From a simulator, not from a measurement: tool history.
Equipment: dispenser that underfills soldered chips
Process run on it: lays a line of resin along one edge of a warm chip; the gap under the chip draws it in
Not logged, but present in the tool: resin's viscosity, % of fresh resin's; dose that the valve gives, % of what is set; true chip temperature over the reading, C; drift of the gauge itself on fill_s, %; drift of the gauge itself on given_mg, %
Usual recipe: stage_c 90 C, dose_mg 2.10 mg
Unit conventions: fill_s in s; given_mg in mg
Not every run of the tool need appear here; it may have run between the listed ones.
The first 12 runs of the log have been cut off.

run,hour,stage_c,dose_mg,hours of work since the syringe was changed,hours of work since the valve was cleaned,hours of work since the stage was calibrated,fill_s,given_mg
# hour 76.3: new syringe of resin
13,80.2,76,2.10,2,116,217,69.0,2.010
14,85.1,76,2.10,6,119,220,80.3,2.011
# hour 87.4: dispensing valve cleaned and set on the balance
# hour 89.7: new syringe of resin
15,94.2,90,2.10,3,4,225,36.4,2.098
16,100.7,102,2.10,7,8,229,26.6,2.095
# hour 102.1: new syringe of resin
17,105.1,102,2.10,2,11,231,21.7,2.085
18,113.4,102,2.10,7,16,237,27.9,2.083
# hour 114.4: new syringe of resin
19,120.3,90,2.60,4,20,241,37.6,2.571
# hour 126.6: new syringe of resin
20,129.4,90,2.39,2,26,246,34.9,2.366
21,136.0,88,2.03,6,30,251,47.0,1.991
# hour 138.9: new syringe of resin
22,143.8,95,2.64,3,35,255,28.8,2.586
23,147.7,95,2.03,6,37,258,33.0,1.979
# hour 151.4: new syringe of resin
24,156.6,95,2.03,3,43,263,31.7,1.981
25,163.1,100,1.82,7,47,267,32.0,1.782
# hour 163.9: new syringe of resin
26,172.1,84,2.10,5,53,273,53.8,2.060
# hour 176.5: new syringe of resin
27,176.5,84,2.15,0,55,276,43.5,2.103
28,185.5,84,2.17,6,61,281,54.4,2.113
# hour 188.7: new syringe of resin
29,192.9,94,1.91,3,65,286,32.6,1.849
30,198.7,100,2.55,6,69,290,29.1,2.467
# hour 201.1: new syringe of resin
31,204.5,100,2.55,2,73,293,23.9,2.471
# hour 213.5: new syringe of resin
32,213.8,100,2.55,0,78,299,21.6,2.452
33,218.2,90,1.97,3,81,302,39.5,1.900
# hour 225.8: new syringe of resin
34,226.0,90,1.97,0,86,306,35.0,1.904
35,234.0,75,2.29,5,91,311,83.4,2.185
# hour 238.4: new syringe of resin
36,242.2,96,2.25,2,96,317,28.0,2.159

Alternative continuations, all from the tool just after run 36; predict every row:
A,249.5,102,2.70,7,101,321,?,?
B,249.5,89,1.88,7,101,321,?,?
C,249.5,96,2.66,7,101,321,?,?

run,fill_s,given_mg
A,26.7,2.584
B,50.5,1.799
C,33.9,2.556
Without the tool's unlogged condition, the same runs would have read:
run,fill_s,given_mg
A,17.7,2.691
B,32.7,1.874
C,22.3,2.661
